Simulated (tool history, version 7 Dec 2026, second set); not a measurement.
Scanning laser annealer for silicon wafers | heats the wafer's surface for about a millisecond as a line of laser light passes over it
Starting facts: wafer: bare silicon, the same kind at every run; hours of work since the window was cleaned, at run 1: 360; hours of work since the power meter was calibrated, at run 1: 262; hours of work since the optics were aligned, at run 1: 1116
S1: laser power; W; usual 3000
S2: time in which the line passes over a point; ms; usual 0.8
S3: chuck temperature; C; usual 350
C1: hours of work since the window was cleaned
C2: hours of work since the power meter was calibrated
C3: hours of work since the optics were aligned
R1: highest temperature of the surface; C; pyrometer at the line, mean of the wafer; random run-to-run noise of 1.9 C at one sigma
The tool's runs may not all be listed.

run,day,S1,S2,S3,C1,C2,C3,R1
1,0,3000,0.8,350,360,262,1116,1153
2,0.512,3000,0.8,350,366,269,1122,1151
3,0.958,2962,0.8,350,372,274,1128,1137
4,1.312,2962,0.8,350,376,279,1133,1140
5,2.017,2962,0.8,350,386,288,1142,1138
6,2.467,3000,0.8,350,391,294,1147,1149
7,2.988,3000,0.8,350,398,300,1154,1153
8,3.35,3000,0.8,350,403,305,1159,1150
9,3.821,3000,0.695,350,409,311,1165,1091
10,4.142,3000,0.695,350,413,315,1169,1089
11,4.75,3000,0.695,350,421,323,1177,1090
12,5.433,3000,0.695,350,429,332,1186,1091
13,6.083,3000,0.695,350,438,340,1194,1091
14,6.667,3000,0.695,350,445,348,1201,1088
15,7.096,3000,0.8,372,451,353,1207,1165
16,7.496,3000,0.8,372,456,358,1212,1170
17,7.962,3000,0.8,372,462,364,1218,1166
18,8.562,3000,0.8,372,470,372,1226,1166
# day 9.054: window over the wafer cleaned
19,9.158,3000,0.8,350,1,379,1232,1169
20,9.5,3000,0.8,350,6,383,1237,1170
21,9.938,3000,0.945,350,11,389,1242,1247
22,10.304,2784,0.687,327,16,393,1247,1010
23,10.875,2784,0.687,339,23,401,1254,1022
24,11.496,3081,0.687,339,31,409,1262,1121
25,12.167,3081,0.966,331,40,417,1271,1263
26,12.542,3000,0.68,352,45,422,1276,1103
27,13.1,2975,0.818,350,52,429,1283,1171
28,13.433,2758,0.955,321,56,434,1287,1123
29,13.846,2758,0.955,321,62,439,1292,1125
30,14.446,2758,0.955,321,69,447,1300,1124
31,15.071,3010,0.959,350,77,455,1308,1252
32,15.375,3000,0.785,323,81,459,1312,1131
33,15.867,3000,0.753,382,87,465,1318,1173
34,16.362,2862,0.844,354,94,471,1325,1144
35,16.812,3063,0.8,317,100,477,1331,1158
36,17.471,2712,0.959,362,108,485,1339,1149
37,18.142,3000,0.575,350,117,494,1348,1033
38,18.821,3000,0.627,350,125,503,1356,1063
39,19.196,3295,0.8,331,130,508,1361,1250
40,19.588,2786,0.8,332,135,513,1366,1072

Pick out some run-to-run changes in R1. Of each, how much would a tool without hidden state show as well, from the settings, what came in and chance, and how much is left for the hidden state and any gauge scatter not in both results compared?
The tool's hidden condition here consists of: light that passes the window, % of a clean one's; laser's true power over the reading, %; width of the line over the set one, %; drift of the gauge itself on peak_c, C.
Run 14 -> 15: S2 0.695 -> 0.8, S3 350 -> 372. R1 +77 C: hidden state -4, all else +81.
Run 18 -> 19: S3 372 -> 350, window over the wafer cleaned. R1 +3 C: hidden state +26, all else -23.
Run 21 -> 22: S1 3000 -> 2784, S2 0.945 -> 0.687, S3 350 -> 327. R1 -237 C: hidden state +4, all else -241.
Run 38 -> 39: S1 3000 -> 3295, S2 0.627 -> 0.8, S3 350 -> 331. R1 +187 C: hidden state -5, all else +192.
Run 39 -> 40: S1 3295 -> 2786, S3 331 -> 332. R1 -178 C: hidden state +4, all else -182.
